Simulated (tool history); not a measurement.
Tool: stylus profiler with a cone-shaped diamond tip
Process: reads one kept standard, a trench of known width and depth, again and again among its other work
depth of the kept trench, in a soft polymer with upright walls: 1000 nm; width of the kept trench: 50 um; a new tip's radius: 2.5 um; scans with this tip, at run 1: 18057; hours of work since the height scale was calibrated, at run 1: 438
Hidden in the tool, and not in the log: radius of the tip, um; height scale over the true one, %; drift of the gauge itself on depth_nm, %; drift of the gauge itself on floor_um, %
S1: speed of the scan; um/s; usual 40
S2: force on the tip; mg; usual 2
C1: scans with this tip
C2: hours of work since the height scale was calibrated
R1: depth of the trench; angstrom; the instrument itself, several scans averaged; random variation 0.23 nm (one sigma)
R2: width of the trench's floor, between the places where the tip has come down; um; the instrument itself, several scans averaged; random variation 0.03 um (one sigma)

Run 1, hour 0: usual settings; C1 18057; C2 438. Result: R1 10120 angstrom, R2 44.7 um.
Run 2, hour 35.9: usual settings; C1 18298; C2 459. Result: R1 10122.4 angstrom, R2 44.63 um.
Run 3, hour 109.3: usual settings; C1 18790; C2 504. Result: R1 10121.4 angstrom, R2 44.7 um.
Run 4, hour 153.7: usual settings but S2 3.16 mg; C1 19088; C2 531. Result: R1 10158.4 angstrom, R2 44.74 um.
Run 5, hour 221.5: usual settings but S2 1.8 mg; C1 19543; C2 572. Result: R1 10120.6 angstrom, R2 44.66 um.
Run 6, hour 256.6: usual settings; C1 19779; C2 593. Result: R1 10121.2 angstrom, R2 44.61 um.
Run 7, hour 303: usual settings; C1 20090; C2 621. Result: R1 10127.2 angstrom, R2 44.61 um.
Run 8, hour 359.9: usual settings; C1 20471; C2 655. Result: R1 10126.6 angstrom, R2 44.53 um.
Run 9, hour 399.6: usual settings but S1 21 um/s; C1 20738; C2 679. Result: R1 10128.7 angstrom, R2 44.62 um.
Run 10, hour 460.1: usual settings but S1 21 um/s; C1 21144; C2 716. Result: R1 10127.6 angstrom, R2 44.61 um.
Run 11, hour 505.8: usual settings but S1 21 um/s; C1 21450; C2 744. Result: R1 10129.5 angstrom, R2 44.57 um.
Run 12, hour 553.9: usual settings but S1 21 um/s; C1 21773; C2 773. Result: R1 10130.2 angstrom, R2 44.57 um.
Run 13, hour 602.9: usual settings but S1 21 um/s; C1 22102; C2 803. Result: R1 10132.9 angstrom, R2 44.52 um.
Run 14, hour 652.5: usual settings but S1 21 um/s; C1 22435; C2 833. Result: R1 10133.9 angstrom, R2 44.54 um.
Run 15, hour 718.6: usual settings but S1 21 um/s; C1 22878; C2 873. Result: R1 10137.4 angstrom, R2 44.48 um.
Run 16, hour 765.5: usual settings but S1 37 um/s; C1 23193; C2 901. Result: R1 10138.8 angstrom, R2 44.42 um.
Run 17, hour 828.9: usual settings but S1 37 um/s; C1 23618; C2 939. Result: R1 10135.5 angstrom, R2 44.43 um.
Run 18, hour 893.6: usual settings but S2 1.23 mg; C1 24052; C2 979. Result: R1 10107.8 angstrom, R2 44.43 um.
Run 19, hour 970.8: usual settings but S2 1.23 mg; C1 24570; C2 1025. Result: R1 10112 angstrom, R2 44.3 um.
Run 20, hour 1012.1: usual settings but S2 1.23 mg; C1 24847; C2 1050. Result: R1 10115.1 angstrom, R2 44.35 um.
Run 21, hour 1054: usual settings; C1 25128; C2 1076. Result: R1 10144.1 angstrom, R2 44.35 um.
Run 22, hour 1097.5: usual settings but S1 148 um/s; C1 25420; C2 1102. Result: R1 10146.5 angstrom, R2 43.89 um.
At hour 1141: height scale calibrated on a step standard.
Run 23, hour 1154.8: usual settings; C1 25801; C2 8. Result: R1 10107.4 angstrom, R2 44.31 um.
Run 24, hour 1186.3: usual settings but S1 18 um/s, S2 3.01 mg; C1 26012; C2 27. Result: R1 10137.1 angstrom, R2 44.35 um.
Run 25, hour 1243.8: usual settings but S1 18 um/s, S2 3.01 mg; C1 26397; C2 62. Result: R1 10137.2 angstrom, R2 44.4 um.
Run 26, hour 1314.6: usual settings but S1 26 um/s, S2 1.53 mg; C1 26872; C2 105. Result: R1 10090 angstrom, R2 44.25 um.
Run 27, hour 1384.8: usual settings but S1 153 um/s, S2 1.53 mg; C1 27344; C2 148. Result: R1 10093.2 angstrom, R2 43.73 um.
Run 28, hour 1435.3: usual settings but S1 49 um/s, S2 1.09 mg; C1 27683; C2 178. Result: R1 10074.4 angstrom, R2 44.15 um.
Run 29, hour 1483.9: usual settings but S1 49 um/s, S2 1.09 mg; C1 28008; C2 208. Result: R1 10076.1 angstrom, R2 44.11 um.
Run 30, hour 1518.1: usual settings but S1 102 um/s, S2 1.3 mg; C1 28238; C2 228. Result: R1 10090.2 angstrom, R2 43.89 um.
At hour 1558.7: new tip fitted, height scale calibrated.
Run 31, hour 1594.6: usual settings but S1 16 um/s, S2 4.99 mg; C1 241; C2 22. Result: R1 10189.8 angstrom, R2 45.96 um.
Run 32, hour 1652.2: usual settings but S1 14 um/s, S2 0.74 mg; C1 627; C2 57. Result: R1 10054.8 angstrom, R2 45.87 um.
Run 33, hour 1715.2: usual settings but S1 45 um/s, S2 1.16 mg; C1 1049; C2 95. Result: R1 10072.6 angstrom, R2 45.75 um.
Run 34, hour 1778: usual settings but S1 45 um/s, S2 1.16 mg; C1 1471; C2 133. Result: R1 10071.7 angstrom, R2 45.75 um.
Run 35, hour 1850.7: usual settings but S1 45 um/s, S2 1.16 mg; C1 1958; C2 177. Result: R1 10074.5 angstrom, R2 45.66 um.
Run 36, hour 1883.5: usual settings but S1 45 um/s, S2 1.31 mg; C1 2179; C2 197. Result: R1 10084.7 angstrom, R2 45.68 um.
Run 37, hour 1949: usual settings but S1 97 um/s, S2 0.91 mg; C1 2618; C2 236. Result: R1 10070.5 angstrom, R2 45.39 um.
Run 38, hour 2008.2: usual settings but S1 97 um/s, S2 0.91 mg; C1 3015; C2 272. Result: R1 10068.5 angstrom, R2 45.31 um.
Run 39, hour 2058.6: usual settings but S1 38 um/s, S2 3.66 mg; C1 3353; C2 303. Result: R1 10167.2 angstrom, R2 45.7 um.
Run 40, hour 2104.7: usual settings but S1 22 um/s; C1 3662; C2 330. Result: R1 10114.5 angstrom, R2 45.73 um.
Run 41, hour 2166.9: usual settings but S1 22 um/s; C1 4080; C2 368. Result: R1 10115.9 angstrom, R2 45.71 um.
Run 42, hour 2242.3: usual settings but S1 22 um/s; C1 4586; C2 414. Result: R1 10114.6 angstrom, R2 45.6 um.
Run 43, hour 2300.7: usual settings but S1 31 um/s, S2 1.77 mg; C1 4977; C2 449. Result: R1 10107.8 angstrom, R2 45.6 um.
Run 44, hour 2337: usual settings but S1 86 um/s, S2 2.25 mg; C1 5221; C2 471. Result: R1 10131.5 angstrom, R2 45.4 um.
Run 45, hour 2385: usual settings but S1 17 um/s, S2 2.81 mg; C1 5543; C2 500. Result: R1 10148.6 angstrom, R2 45.67 um.

Forecast each of these 3 alternatives for the next run:
Run A, hour 2430.2: usual settings but S1 13 um/s, S2 0.89 mg; C1 5846; C2 527. Result: R1 ?, R2 ?.
Run B, hour 2430.2: usual settings but S1 43 um/s, S2 3.7 mg; C1 5846; C2 527. Result: R1 ?, R2 ?.
Run C, hour 2430.2: usual settings but S1 57 um/s, S2 1.55 mg; C1 5846; C2 527. Result: R1 ?, R2 ?.

run       R1     R2
  A  10077.8   45.6
  B  10179.6   45.6
  C    10103  45.45
Without the tool's hidden state the same runs would have given:
run       R1     R2
  A    10060  45.94
  B  10161.6  45.93
  C  10085.1  45.79
